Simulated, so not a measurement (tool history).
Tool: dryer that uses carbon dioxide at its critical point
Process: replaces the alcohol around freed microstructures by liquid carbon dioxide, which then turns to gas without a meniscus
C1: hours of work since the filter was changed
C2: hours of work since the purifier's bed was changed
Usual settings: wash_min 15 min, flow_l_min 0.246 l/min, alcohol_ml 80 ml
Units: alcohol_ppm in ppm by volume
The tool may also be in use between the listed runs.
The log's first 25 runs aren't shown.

-- hour=548.2 purifier's bed changed
run 26 hour=551.3 | wash_min=15 flow_l_min=0.209 alcohol_ml=76 | C1=212 C2=2 | alcohol_ppm=2016
run 27 hour=564.6 | wash_min=15 flow_l_min=0.209 alcohol_ml=76 | C1=221 C2=11 | alcohol_ppm=2054
run 28 hour=583.5 | wash_min=15 flow_l_min=0.182 alcohol_ml=80 | C1=234 C2=23 | alcohol_ppm=3840
run 29 hour=607.8 | wash_min=15 flow_l_min=0.378 alcohol_ml=64 | C1=250 C2=39 | alcohol_ppm=67
run 30 hour=627.1 | wash_min=12 flow_l_min=0.378 alcohol_ml=64 | C1=262 C2=52 | alcohol_ppm=286
run 31 hour=658.8 | wash_min=12 flow_l_min=0.378 alcohol_ml=64 | C1=283 C2=73 | alcohol_ppm=321
run 32 hour=682.9 | wash_min=13 flow_l_min=0.151 alcohol_ml=26 | C1=299 C2=89 | alcohol_ppm=3877
run 33 hour=706.1 | wash_min=13 flow_l_min=0.151 alcohol_ml=26 | C1=315 C2=105 | alcohol_ppm=4160
run 34 hour=727.3 | wash_min=24 flow_l_min=0.403 alcohol_ml=59 | C1=329 C2=119 | alcohol_ppm=49
run 35 hour=742.7 | wash_min=24 flow_l_min=0.403 alcohol_ml=59 | C1=339 C2=129 | alcohol_ppm=52
-- hour=761.8 inlet filter changed
run 36 hour=773.1 | wash_min=24 flow_l_min=0.403 alcohol_ml=22 | C1=7 C2=148 | alcohol_ppm=57
run 37 hour=793.0 | wash_min=11 flow_l_min=0.246 alcohol_ml=80 | C1=21 C2=161 | alcohol_ppm=2566
run 38 hour=820.5 | wash_min=11 flow_l_min=0.246 alcohol_ml=80 | C1=39 C2=180 | alcohol_ppm=2611
run 39 hour=842.9 | wash_min=11 flow_l_min=0.254 alcohol_ml=44 | C1=54 C2=194 | alcohol_ppm=1368
run 40 hour=863.2 | wash_min=11 flow_l_min=0.254 alcohol_ml=26 | C1=67 C2=208 | alcohol_ppm=901
run 41 hour=882.6 | wash_min=21 flow_l_min=0.254 alcohol_ml=33 | C1=80 C2=221 | alcohol_ppm=105
run 42 hour=902.3 | wash_min=10 flow_l_min=0.229 alcohol_ml=61 | C1=93 C2=234 | alcohol_ppm=4214
run 43 hour=921.5 | wash_min=21 flow_l_min=0.324 alcohol_ml=23 | C1=106 C2=246 | alcohol_ppm=88
run 44 hour=945.7 | wash_min=21 flow_l_min=0.211 alcohol_ml=23 | C1=122 C2=262 | alcohol_ppm=167

Run 45 comes next. What will it give?
run 45 hour=959.1 | wash_min=21 flow_l_min=0.211 alcohol_ml=23 | C1=131 C2=271 | alcohol_ppm=?

{"run 45": {"alcohol_ppm": 173}}
Without the tool's hidden state the same run would have given alcohol_ppm 47 ppm by volume.

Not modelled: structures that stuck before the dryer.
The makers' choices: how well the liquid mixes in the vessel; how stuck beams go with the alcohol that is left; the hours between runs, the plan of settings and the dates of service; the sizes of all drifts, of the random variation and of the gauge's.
